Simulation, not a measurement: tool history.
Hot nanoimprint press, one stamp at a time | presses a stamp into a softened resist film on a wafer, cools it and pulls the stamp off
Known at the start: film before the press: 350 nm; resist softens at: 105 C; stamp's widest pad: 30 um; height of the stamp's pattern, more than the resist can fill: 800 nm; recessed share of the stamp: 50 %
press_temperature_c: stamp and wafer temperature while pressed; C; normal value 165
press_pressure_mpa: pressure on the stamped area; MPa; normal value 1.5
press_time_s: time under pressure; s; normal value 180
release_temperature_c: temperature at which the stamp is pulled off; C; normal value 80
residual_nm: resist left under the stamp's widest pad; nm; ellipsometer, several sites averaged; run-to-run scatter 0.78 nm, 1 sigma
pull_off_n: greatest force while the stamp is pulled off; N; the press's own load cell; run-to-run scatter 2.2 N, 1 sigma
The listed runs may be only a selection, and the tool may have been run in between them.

| run | hour | press_temperature_c | press_pressure_mpa | press_time_s | release_temperature_c | residual_nm | pull_off_n |
|---|---|---|---|---|---|---|---|
| 1 | 0 | 165 | 1.5 | 180 | 80 | 148.6 | 102 |
| 2 | 4.2 | 165 | 1.5 | 180 | 65 | 148.1 | 134 |
| 3 | 11.9 | 165 | 1.5 | 180 | 80 | 149.5 | 101 |
| 4 | 18.4 | 165 | 1.5 | 180 | 80 | 149.1 | 96 |
| 5 | 26.3 | 165 | 1.5 | 180 | 80 | 147.9 | 96 |
| 6 | 31.7 | 165 | 1.5 | 180 | 80 | 148.4 | 101 |
| 7 | 35.4 | 165 | 1.5 | 292 | 80 | 121.1 | 99 |
| 8 | 44.4 | 165 | 1.5 | 180 | 68 | 148.1 | 129 |
| 9 | 48.2 | 165 | 1.5 | 180 | 68 | 148 | 131 |
| 10 | 52.8 | 165 | 2.15 | 180 | 80 | 126.5 | 101 |
| 11 | 56.8 | 165 | 1.68 | 180 | 80 | 138.8 | 96 |
| 12 | 63.1 | 165 | 1.5 | 180 | 69 | 147.3 | 124 |
| 13 | 67.7 | 165 | 1.5 | 180 | 69 | 145.7 | 125 |
| 14 | 75.5 | 174 | 1.5 | 180 | 80 | 109.2 | 99 |
| 15 | 83.6 | 174 | 1.5 | 180 | 80 | 109 | 99 |
| 16 | 92 | 169 | 0.91 | 180 | 80 | 162.7 | 98 |
| 17 | 97.6 | 169 | 0.91 | 180 | 80 | 160.6 | 102 |
| 18 | 104.2 | 169 | 2.36 | 180 | 80 | 103.9 | 95 |
| 19 | 108 | 169 | 2.36 | 180 | 80 | 102.4 | 97 |
| 20 | 111.8 | 169 | 2.36 | 180 | 80 | 102.2 | 104 |
| 21 | 118.4 | 169 | 2.36 | 180 | 80 | 102.7 | 101 |
| 22 | 123.5 | 169 | 2.36 | 180 | 80 | 102.5 | 100 |
| 23 | 132.3 | 169 | 2.36 | 180 | 80 | 102 | 101 |
| 24 | 140.5 | 169 | 2.36 | 180 | 80 | 101.5 | 101 |
| 25 | 149.6 | 165 | 1.72 | 121 | 80 | 159.5 | 100 |
| 26 | 155.3 | 165 | 2.08 | 180 | 80 | 125 | 97 |
| 27 | 163.5 | 168 | 1.47 | 129 | 78 | 150.7 | 105 |
| 28 | 167.9 | 168 | 1.58 | 281 | 78 | 107.8 | 103 |
| 29 | 174.7 | 168 | 1.58 | 281 | 78 | 106.6 | 106 |
| 30 | 182.9 | 168 | 1.58 | 281 | 78 | 106 | 103 |

Here are 4 independent what-if runs from the current tool condition. What would each one return?
| A | 190.7 | 157 | 1.58 | 265 | 78 | ? | ? |
| B | 190.7 | 165 | 1.2 | 180 | 80 | ? | ? |
| C | 190.7 | 162 | 1.5 | 353 | 83 | ? | ? |
| D | 190.7 | 176 | 1.58 | 95 | 83 | ? | ? |

| run | residual_nm | pull_off_n |
|---|---|---|
| A | 161.7 | 106 |
| B | 159.2 | 105 |
| C | 123.5 | 88 |
| D | 128.1 | 91 |
What these runs would have given with no unlogged condition in the tool:
| run | residual_nm | pull_off_n |
|---|---|---|
| A | 165.9 | 106 |
| B | 163.4 | 104 |
| C | 126.7 | 87 |
| D | 131.4 | 90 |

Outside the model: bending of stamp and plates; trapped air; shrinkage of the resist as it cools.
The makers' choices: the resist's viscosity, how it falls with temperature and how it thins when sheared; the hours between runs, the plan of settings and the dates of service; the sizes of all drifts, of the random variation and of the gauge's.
